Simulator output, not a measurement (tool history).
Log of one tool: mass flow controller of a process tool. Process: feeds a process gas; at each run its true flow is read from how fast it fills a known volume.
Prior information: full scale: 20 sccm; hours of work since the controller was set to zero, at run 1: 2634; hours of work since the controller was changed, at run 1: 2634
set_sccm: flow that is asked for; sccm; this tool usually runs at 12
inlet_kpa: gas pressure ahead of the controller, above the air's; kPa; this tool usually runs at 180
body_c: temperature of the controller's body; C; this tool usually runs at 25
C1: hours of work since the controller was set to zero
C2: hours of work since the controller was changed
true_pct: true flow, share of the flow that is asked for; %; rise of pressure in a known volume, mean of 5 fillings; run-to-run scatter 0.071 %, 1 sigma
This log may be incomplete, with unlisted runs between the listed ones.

run 1 hour=0 | set_sccm=12 inlet_kpa=180 body_c=25 | C1=2634 C2=2634 | true_pct=101.82
run 2 hour=62.9 | set_sccm=12 inlet_kpa=180 body_c=25 | C1=2683 C2=2683 | true_pct=101.88
run 3 hour=184.7 | set_sccm=12 inlet_kpa=180 body_c=25 | C1=2778 C2=2778 | true_pct=101.83
run 4 hour=315.6 | set_sccm=12 inlet_kpa=180 body_c=25 | C1=2880 C2=2880 | true_pct=102.08
run 5 hour=418.4 | set_sccm=12 inlet_kpa=180 body_c=25 | C1=2961 C2=2961 | true_pct=102.01
run 6 hour=510 | set_sccm=12 inlet_kpa=180 body_c=25 | C1=3032 C2=3032 | true_pct=102.23
run 7 hour=640.4 | set_sccm=12 inlet_kpa=180 body_c=25 | C1=3134 C2=3134 | true_pct=102.1
run 8 hour=707 | set_sccm=12 inlet_kpa=180 body_c=25 | C1=3186 C2=3186 | true_pct=102.11
run 9 hour=784.3 | set_sccm=12 inlet_kpa=180 body_c=25 | C1=3247 C2=3247 | true_pct=102.33
run 10 hour=857.6 | set_sccm=19 inlet_kpa=180 body_c=25 | C1=3304 C2=3304 | true_pct=102.04
run 11 hour=961.9 | set_sccm=19 inlet_kpa=180 body_c=25 | C1=3386 C2=3386 | true_pct=102.11
run 12 hour=1036.3 | set_sccm=19 inlet_kpa=180 body_c=25 | C1=3444 C2=3444 | true_pct=102.17
run 13 hour=1132.2 | set_sccm=19 inlet_kpa=180 body_c=25 | C1=3519 C2=3519 | true_pct=102.19
-- hour=1139.2 controller's zero set anew
run 14 hour=1244 | set_sccm=12 inlet_kpa=180 body_c=21 | C1=82 C2=3606 | true_pct=103.2
run 15 hour=1364 | set_sccm=12 inlet_kpa=180 body_c=25 | C1=176 C2=3699 | true_pct=103.63
run 16 hour=1464.6 | set_sccm=12 inlet_kpa=180 body_c=25 | C1=254 C2=3778 | true_pct=103.51
run 17 hour=1552.3 | set_sccm=12 inlet_kpa=180 body_c=25 | C1=323 C2=3847 | true_pct=103.51
run 18 hour=1649.4 | set_sccm=12 inlet_kpa=180 body_c=25 | C1=399 C2=3922 | true_pct=103.61
run 19 hour=1732.6 | set_sccm=13 inlet_kpa=180 body_c=25 | C1=464 C2=3988 | true_pct=103.53
run 20 hour=1836.9 | set_sccm=13 inlet_kpa=180 body_c=25 | C1=545 C2=4069 | true_pct=103.61
-- hour=1946.8 controller's zero set anew, once more
run 21 hour=1961.9 | set_sccm=13 inlet_kpa=180 body_c=25 | C1=12 C2=4166 | true_pct=101.31
run 22 hour=2030.9 | set_sccm=13 inlet_kpa=180 body_c=25 | C1=66 C2=4220 | true_pct=101.43
run 23 hour=2104.2 | set_sccm=12 inlet_kpa=224 body_c=25 | C1=123 C2=4278 | true_pct=101.25
run 24 hour=2188.3 | set_sccm=12 inlet_kpa=224 body_c=30 | C1=189 C2=4343 | true_pct=101.42
run 25 hour=2262.8 | set_sccm=12 inlet_kpa=247 body_c=28 | C1=247 C2=4401 | true_pct=101.35
run 26 hour=2334.3 | set_sccm=12 inlet_kpa=247 body_c=34 | C1=303 C2=4457 | true_pct=101.88
run 27 hour=2480.3 | set_sccm=12 inlet_kpa=172 body_c=24 | C1=417 C2=4571 | true_pct=101.48
run 28 hour=2562.2 | set_sccm=5 inlet_kpa=173 body_c=25 | C1=481 C2=4635 | true_pct=101.65
run 29 hour=2695.2 | set_sccm=14 inlet_kpa=173 body_c=25 | C1=585 C2=4739 | true_pct=101.6
run 30 hour=2850.9 | set_sccm=12 inlet_kpa=207 body_c=25 | C1=707 C2=4861 | true_pct=101.53
run 31 hour=2993.1 | set_sccm=12 inlet_kpa=207 body_c=25 | C1=818 C2=4972 | true_pct=101.72
run 32 hour=3085.2 | set_sccm=12 inlet_kpa=207 body_c=25 | C1=890 C2=5044 | true_pct=101.73
run 33 hour=3161.4 | set_sccm=4 inlet_kpa=180 body_c=24 | C1=949 C2=5104 | true_pct=102.38
run 34 hour=3312.4 | set_sccm=5 inlet_kpa=177 body_c=24 | C1=1067 C2=5222 | true_pct=102.25
run 35 hour=3430.6 | set_sccm=5 inlet_kpa=180 body_c=33 | C1=1160 C2=5314 | true_pct=102.94
run 36 hour=3501.1 | set_sccm=18 inlet_kpa=203 body_c=24 | C1=1215 C2=5369 | true_pct=101.87
run 37 hour=3613.6 | set_sccm=4 inlet_kpa=203 body_c=40 | C1=1303 C2=5457 | true_pct=104.19
run 38 hour=3748.9 | set_sccm=2 inlet_kpa=169 body_c=22 | C1=1408 C2=5563 | true_pct=104.79
run 39 hour=3838.5 | set_sccm=2 inlet_kpa=169 body_c=22 | C1=1478 C2=5633 | true_pct=105.06
run 40 hour=3936.5 | set_sccm=2 inlet_kpa=169 body_c=22 | C1=1555 C2=5710 | true_pct=104.97
run 41 hour=4010.6 | set_sccm=19 inlet_kpa=184 body_c=27 | C1=1613 C2=5767 | true_pct=102.46
run 42 hour=4099.7 | set_sccm=19 inlet_kpa=184 body_c=27 | C1=1683 C2=5837 | true_pct=102.52
run 43 hour=4178 | set_sccm=15 inlet_kpa=221 body_c=23 | C1=1744 C2=5898 | true_pct=101.96
run 44 hour=4323.7 | set_sccm=8 inlet_kpa=213 body_c=33 | C1=1858 C2=6012 | true_pct=103.27
run 45 hour=4471.5 | set_sccm=3 inlet_kpa=213 body_c=26 | C1=1973 C2=6128 | true_pct=104.71
run 46 hour=4543.2 | set_sccm=3 inlet_kpa=231 body_c=39 | C1=2029 C2=6184 | true_pct=105.88
run 47 hour=4623.3 | set_sccm=15 inlet_kpa=167 body_c=39 | C1=2092 C2=6246 | true_pct=103.67
run 48 hour=4710.1 | set_sccm=15 inlet_kpa=167 body_c=39 | C1=2160 C2=6314 | true_pct=103.71

Each row is a separate what-if for the run after 48, all from the same tool condition, not one after another. Results?
run A hour=4784.9 | set_sccm=4 inlet_kpa=153 body_c=28 | C1=2218 C2=6373 | true_pct=?
run B hour=4784.9 | set_sccm=15 inlet_kpa=163 body_c=28 | C1=2218 C2=6373 | true_pct=?
run C hour=4784.9 | set_sccm=14 inlet_kpa=167 body_c=28 | C1=2218 C2=6373 | true_pct=?
run D hour=4784.9 | set_sccm=8 inlet_kpa=187 body_c=32 | C1=2218 C2=6373 | true_pct=?

run=A true_pct=104.7
run=B true_pct=103.01
run=C true_pct=103.04
run=D true_pct=103.59
Without the tool's hidden state the same runs would have given:
run=A true_pct=99.78
run=B true_pct=100.18
run=C true_pct=100.16
run=D true_pct=100.1

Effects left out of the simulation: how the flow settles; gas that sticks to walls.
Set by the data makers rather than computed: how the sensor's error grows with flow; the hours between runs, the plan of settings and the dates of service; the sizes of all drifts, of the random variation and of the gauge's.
